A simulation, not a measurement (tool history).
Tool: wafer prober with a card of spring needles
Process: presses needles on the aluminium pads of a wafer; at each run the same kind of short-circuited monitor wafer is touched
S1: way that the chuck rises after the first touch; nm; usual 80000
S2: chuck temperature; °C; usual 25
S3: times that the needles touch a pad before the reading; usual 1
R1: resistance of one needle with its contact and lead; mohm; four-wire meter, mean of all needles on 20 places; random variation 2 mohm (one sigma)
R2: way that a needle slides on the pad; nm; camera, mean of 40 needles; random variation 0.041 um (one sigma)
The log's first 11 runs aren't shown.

run,hour,S1,S2,S3,R1,R2
# hour 73.4: height of the first contact set anew
# hour 74.7: tips cleaned on abrasive film
12,79,80000,25,1,273,16700
13,85,80000,25,1,293,16660
14,90.9,80000,25,1,300,16690
15,95.2,92000,25,1,287,19210
# hour 98.1: tips cleaned on abrasive film
16,102.5,92000,25,1,258,19130
17,110,92000,25,1,281,19220
18,115.8,80000,25,2,270,16620
# hour 118.6: height of the first contact set anew, once more
# hour 121.7: tips cleaned on abrasive film
19,124.6,80000,25,2,245,17050
20,130.2,80000,42,3,246,17100
21,135.5,80000,42,3,253,17020
22,144.6,94000,42,2,263,20030
# hour 145.2: tips cleaned on abrasive film
23,151.4,94000,42,2,255,20080
24,157.9,94000,42,2,255,19990
25,162.1,72000,30,3,256,15360
# hour 168.6: tips cleaned on abrasive film
26,168.9,72000,30,3,230,15340
27,177.4,70000,47,1,313,14960
28,182.7,72000,86,1,322,15300
29,189.4,72000,86,1,322,15350
# hour 192.6: tips cleaned on abrasive film
30,196.9,70000,27,1,283,14800
31,203.5,80000,29,1,299,16990
32,209.8,98000,29,2,257,20820
# hour 216: tips cleaned on abrasive film
33,218.9,98000,29,2,238,20840
34,224.7,98000,32,2,253,20720
35,229.7,98000,32,2,257,20790

Forecast each of these 3 alternatives for the next run:
# hour 239.6: tips cleaned on abrasive film
A,239.6,80000,25,3,?,?
# hour 239.6: tips cleaned on abrasive film
B,239.6,95000,32,2,?,?
# hour 239.6: tips cleaned on abrasive film
C,239.6,87000,94,2,?,?

run,R1,R2
A,221,16930
B,221,20040
C,239,18410
Without the tool's hidden state the same runs would have given:
run,R1,R2
A,219,17090
B,219,20200
C,237,18570
